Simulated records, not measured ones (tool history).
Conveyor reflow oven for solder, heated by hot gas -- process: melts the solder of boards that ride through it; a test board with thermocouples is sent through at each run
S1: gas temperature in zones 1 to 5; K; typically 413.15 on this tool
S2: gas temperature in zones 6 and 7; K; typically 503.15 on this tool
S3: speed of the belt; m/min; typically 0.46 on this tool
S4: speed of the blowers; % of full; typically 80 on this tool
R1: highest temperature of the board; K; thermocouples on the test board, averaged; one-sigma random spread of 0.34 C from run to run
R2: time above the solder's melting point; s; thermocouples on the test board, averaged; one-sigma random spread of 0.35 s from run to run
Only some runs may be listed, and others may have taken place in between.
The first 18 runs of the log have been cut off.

{"run": 19, "hour": 240.4, "S1": 413.15, "S2": 492.15, "S3": 0.46, "S4": 58, "R1": 472.65, "R2": 39.4}
{"run": 20, "hour": 254.0, "S1": 428.15, "S2": 492.15, "S3": 0.378, "S4": 58, "R1": 479.75, "R2": 71.8}
{"hour": 268.5, "done": "thermocouples of zones 6 and 7 changed"}
{"run": 21, "hour": 272.1, "S1": 428.15, "S2": 492.15, "S3": 0.378, "S4": 58, "R1": 481.95, "R2": 73.8}
{"run": 22, "hour": 288.0, "S1": 405.15, "S2": 509.15, "S3": 0.433, "S4": 83, "R1": 493.25, "R2": 63.8}
{"run": 23, "hour": 300.4, "S1": 405.15, "S2": 509.15, "S3": 0.39, "S4": 83, "R1": 496.95, "R2": 74.5}
{"run": 24, "hour": 311.9, "S1": 405.15, "S2": 509.15, "S3": 0.39, "S4": 83, "R1": 495.95, "R2": 74.5}
{"run": 25, "hour": 319.9, "S1": 413.15, "S2": 497.15, "S3": 0.476, "S4": 68, "R1": 479.25, "R2": 46.8}
{"run": 26, "hour": 333.1, "S1": 402.15, "S2": 513.15, "S3": 0.471, "S4": 80, "R1": 493.25, "R2": 56.7}
{"run": 27, "hour": 347.1, "S1": 402.15, "S2": 513.15, "S3": 0.471, "S4": 80, "R1": 493.25, "R2": 56.9}
{"run": 28, "hour": 355.4, "S1": 411.15, "S2": 503.15, "S3": 0.46, "S4": 80, "R1": 486.55, "R2": 56.1}
{"run": 29, "hour": 365.4, "S1": 411.15, "S2": 503.15, "S3": 0.46, "S4": 63, "R1": 483.55, "R2": 52.5}
{"run": 30, "hour": 384.5, "S1": 411.15, "S2": 503.15, "S3": 0.46, "S4": 63, "R1": 483.25, "R2": 51.9}
{"run": 31, "hour": 394.6, "S1": 411.15, "S2": 503.15, "S3": 0.46, "S4": 63, "R1": 482.85, "R2": 52.1}
{"run": 32, "hour": 412.3, "S1": 411.15, "S2": 503.15, "S3": 0.46, "S4": 63, "R1": 483.25, "R2": 52.1}

Consider 3 possible next runs. They are alternatives, not a sequence: every one starts from the tool as it was left by run 32. What does each give?
{"run": "A", "hour": 424.8, "S1": 398.15, "S2": 491.15, "S3": 0.459, "S4": 63, "R1": "?", "R2": "?"}
{"run": "B", "hour": 424.8, "S1": 401.15, "S2": 503.15, "S3": 0.46, "S4": 89, "R1": "?", "R2": "?"}
{"run": "C", "hour": 424.8, "S1": 413.15, "S2": 503.15, "S3": 0.46, "S4": 63, "R1": "?", "R2": "?"}

run=A R1=470.55 R2=32.1
run=B R1=486.25 R2=52.4
run=C R1=483.25 R2=52.9
Without the tool's hidden state the same runs would have given:
run=A R1=471.45 R2=33.2
run=B R1=487.45 R2=52.8
run=C R1=484.15 R2=53.2
